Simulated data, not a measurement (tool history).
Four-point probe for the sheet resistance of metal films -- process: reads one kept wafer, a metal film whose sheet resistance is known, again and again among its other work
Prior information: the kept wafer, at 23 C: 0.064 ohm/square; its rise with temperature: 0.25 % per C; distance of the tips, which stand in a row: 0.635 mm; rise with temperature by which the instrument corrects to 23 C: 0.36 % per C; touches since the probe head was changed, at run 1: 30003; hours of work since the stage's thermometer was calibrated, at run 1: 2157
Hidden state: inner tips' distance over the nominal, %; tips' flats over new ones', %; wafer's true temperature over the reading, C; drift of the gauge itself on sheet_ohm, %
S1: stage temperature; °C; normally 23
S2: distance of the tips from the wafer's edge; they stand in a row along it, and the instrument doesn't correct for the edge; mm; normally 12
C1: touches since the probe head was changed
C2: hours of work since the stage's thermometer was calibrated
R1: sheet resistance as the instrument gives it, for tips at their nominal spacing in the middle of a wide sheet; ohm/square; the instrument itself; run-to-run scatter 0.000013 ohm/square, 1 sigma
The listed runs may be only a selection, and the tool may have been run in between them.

run,day,S1,S2,C1,C2,R1
1,0.000,23,12,30003,2157,0.064093
2,1.296,23,12,30679,2180,0.064074
3,2.342,23,3,31224,2198,0.065501
4,3.242,23,3,31692,2214,0.065508
5,4.479,23,12,32336,2236,0.064093
6,5.225,21,12,32725,2250,0.064237
7,6.200,21,12,33234,2267,0.064216
8,7.250,21,12,33781,2286,0.064248
9,8.546,23,48,34455,2309,0.064015
10,9.621,23,48,35016,2328,0.063994
11,10.950,23,12,35709,2351,0.064094
12,12.233,30,12,36376,2374,0.063659
13,13.058,30,12,36806,2389,0.063631
14,14.467,30,12,37539,2414,0.063642
15,15.746,30,12,38207,2437,0.063627
16,17.304,30,12,39018,2464,0.063637
17,18.450,30,12,39614,2485,0.063628
18,20.000,30,12,40423,2512,0.063642
19,21.062,30,12,40976,2531,0.063648
20,21.921,22,12,41424,2546,0.064155
21,23.338,22,12,42162,2571,0.064163
22,24.738,23,12,42890,2596,0.064074
# day 25.338: stage's thermometer calibrated
23,25.696,23,12,43379,6,0.064114
24,26.538,24,20,43817,21,0.063979
25,27.938,24,51,44546,46,0.063936
26,29.383,24,51,45300,72,0.063921
27,30.117,27,7,45682,85,0.064003
28,31.629,27,7,46471,112,0.064030
29,33.083,26,33,47227,138,0.063819
30,34.575,18,9,48005,164,0.064500
31,35.996,22,4,48745,189,0.064927
32,37.125,25,27,49334,209,0.063896
33,38.117,25,27,49850,227,0.063905
34,38.808,19,5,50210,239,0.064833
35,40.338,34,51,51006,266,0.063297
36,41.017,21,4,51361,279,0.064975
37,42.146,21,10,51950,299,0.064286
38,42.838,21,3,52309,311,0.065642
39,44.025,21,13,52929,332,0.064219
40,45.146,21,13,53513,352,0.064236
41,46.129,21,13,54024,369,0.064221
42,47.258,34,23,54613,389,0.063340
43,48.696,34,23,55361,415,0.063341
44,49.367,34,13,55711,427,0.063380
45,50.533,34,13,56320,448,0.063368

How the hidden state differs across the entries between the runs, from the last listed run before each to the first after it:
Run 22 -> run 23: stage's thermometer calibrated (day 25.338)
  wafer's true temperature over the reading, C: -0.02 -> 0
